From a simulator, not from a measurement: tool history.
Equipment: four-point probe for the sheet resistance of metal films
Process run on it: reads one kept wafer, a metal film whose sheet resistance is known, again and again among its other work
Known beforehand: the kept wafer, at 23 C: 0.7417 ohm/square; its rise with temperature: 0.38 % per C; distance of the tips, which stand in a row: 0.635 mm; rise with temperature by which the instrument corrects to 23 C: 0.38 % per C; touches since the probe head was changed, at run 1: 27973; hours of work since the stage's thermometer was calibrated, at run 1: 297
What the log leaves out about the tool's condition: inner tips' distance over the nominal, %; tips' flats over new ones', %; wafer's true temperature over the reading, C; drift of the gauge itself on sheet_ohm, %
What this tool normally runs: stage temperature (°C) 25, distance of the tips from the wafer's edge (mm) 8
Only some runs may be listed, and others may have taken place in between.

run   hour  stage temperature (°C)  distance of the tips from the wafer's edge (mm)  touches since the probe head was changed  hours of work since the stage's thermometer was calibrated  sheet resistance as the instrument gives it (ohm/square)
  1    0.0                      25                                                8                                     27973                                                         297                                                  0.744376
  2   39.3                      23                                                8                                     29212                                                         318                                                  0.744422
  3   92.8                      25                                                8                                     30900                                                         347                                                  0.744528
  4  134.4                      25                                                4                                     32212                                                         369                                                  0.751567
  5  166.0                      25                                                4                                     33210                                                         386                                                  0.751689
  6  209.1                      25                                                4                                     34569                                                         410                                                  0.751733
  7  260.5                      25                                                4                                     36193                                                         437                                                  0.751486
  8  316.3                      19                                                9                                     37953                                                         467                                                  0.743779
  9  367.2                      21                                               19                                     39557                                                         495                                                  0.742248
 10  429.5                      21                                               19                                     41524                                                         528                                                  0.741903
 11  495.5                      21                                               19                                     43606                                                         564                                                  0.741674

Below are 3 alternative next runs, each starting from the tool's condition after run 11. Predict each:
  A  527.3                      30                                               14                                     44608                                                         581                                                         ?
  B  527.3                      34                                                8                                     44608                                                         581                                                         ?
  C  527.3                      28                                               65                                     44608                                                         581                                                         ?

run  sheet resistance as the instrument gives it (ohm/square)
  A                                                  0.741812
  B                                                  0.743576
  C                                                  0.741267
Stripped of hidden state, with their random variation kept, the same runs would have yielded:
run  sheet resistance as the instrument gives it (ohm/square)
  A                                                  0.742202
  B                                                  0.743971
  C                                                  0.741655

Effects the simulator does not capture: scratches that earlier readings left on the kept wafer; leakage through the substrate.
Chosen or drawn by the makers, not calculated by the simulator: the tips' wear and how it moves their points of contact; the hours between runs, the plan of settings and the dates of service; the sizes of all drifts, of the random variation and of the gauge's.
